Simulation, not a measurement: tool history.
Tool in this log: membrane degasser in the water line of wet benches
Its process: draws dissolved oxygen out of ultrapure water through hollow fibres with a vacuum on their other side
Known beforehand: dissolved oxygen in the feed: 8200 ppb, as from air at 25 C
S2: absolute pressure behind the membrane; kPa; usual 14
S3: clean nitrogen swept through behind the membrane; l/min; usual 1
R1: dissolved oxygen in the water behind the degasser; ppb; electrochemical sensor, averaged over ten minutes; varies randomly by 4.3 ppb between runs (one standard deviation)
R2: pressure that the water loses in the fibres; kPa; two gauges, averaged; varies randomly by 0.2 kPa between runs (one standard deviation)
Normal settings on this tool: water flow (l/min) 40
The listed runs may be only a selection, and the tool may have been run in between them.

Run 1, hour 0: usual settings. Result: R1 889.2 ppb, R2 43.84 kPa.
Run 2, hour 30.1: usual settings. Result: R1 878.1 ppb, R2 44.04 kPa.
Run 3, hour 59.5: usual settings. Result: R1 880.7 ppb, R2 44.03 kPa.
Run 4, hour 85.6: usual settings. Result: R1 882.1 ppb, R2 43.56 kPa.
Run 5, hour 123.4: usual settings. Result: R1 886.3 ppb, R2 43.85 kPa.
Run 6, hour 145.1: usual settings but S2 8.6 kPa. Result: R1 505.7 ppb, R2 44.07 kPa.
Run 7, hour 168.1: usual settings but S2 8.6 kPa. Result: R1 506.5 ppb, R2 43.63 kPa.
Run 8, hour 193.2: usual settings but S2 8.6 kPa. Result: R1 511.2 ppb, R2 43.96 kPa.
Run 9, hour 238.4: usual settings but water flow (l/min) 41. Result: R1 908.4 ppb, R2 45.03 kPa.
Run 10, hour 266.8: usual settings. Result: R1 878.7 ppb, R2 43.61 kPa.
Run 11, hour 298.9: usual settings but S3 0.4 l/min. Result: R1 1559.4 ppb, R2 43.34 kPa.
Run 12, hour 330.7: usual settings but S3 0.4 l/min. Result: R1 1547.1 ppb, R2 44.12 kPa.
Run 13, hour 361.4: usual settings. Result: R1 885.5 ppb, R2 44.04 kPa.
Run 14, hour 391.4: usual settings. Result: R1 877.6 ppb, R2 43.86 kPa.
Run 15, hour 418.5: usual settings but water flow (l/min) 57, S3 0.56 l/min. Result: R1 1683.1 ppb, R2 62.55 kPa.

Run 16 has not been measured yet. What should we expect?
Run 16, hour 438.8: usual settings but water flow (l/min) 57, S3 0.56 l/min. Result: R1 ?, R2 ?.

Run 16 measured R1 1687 ppb, R2 62.65 kPa.
Take away the tool's hidden state, keep the run-to-run variation as it was, and the same run would have given R1 1686.8 ppb, R2 62.65 kPa.

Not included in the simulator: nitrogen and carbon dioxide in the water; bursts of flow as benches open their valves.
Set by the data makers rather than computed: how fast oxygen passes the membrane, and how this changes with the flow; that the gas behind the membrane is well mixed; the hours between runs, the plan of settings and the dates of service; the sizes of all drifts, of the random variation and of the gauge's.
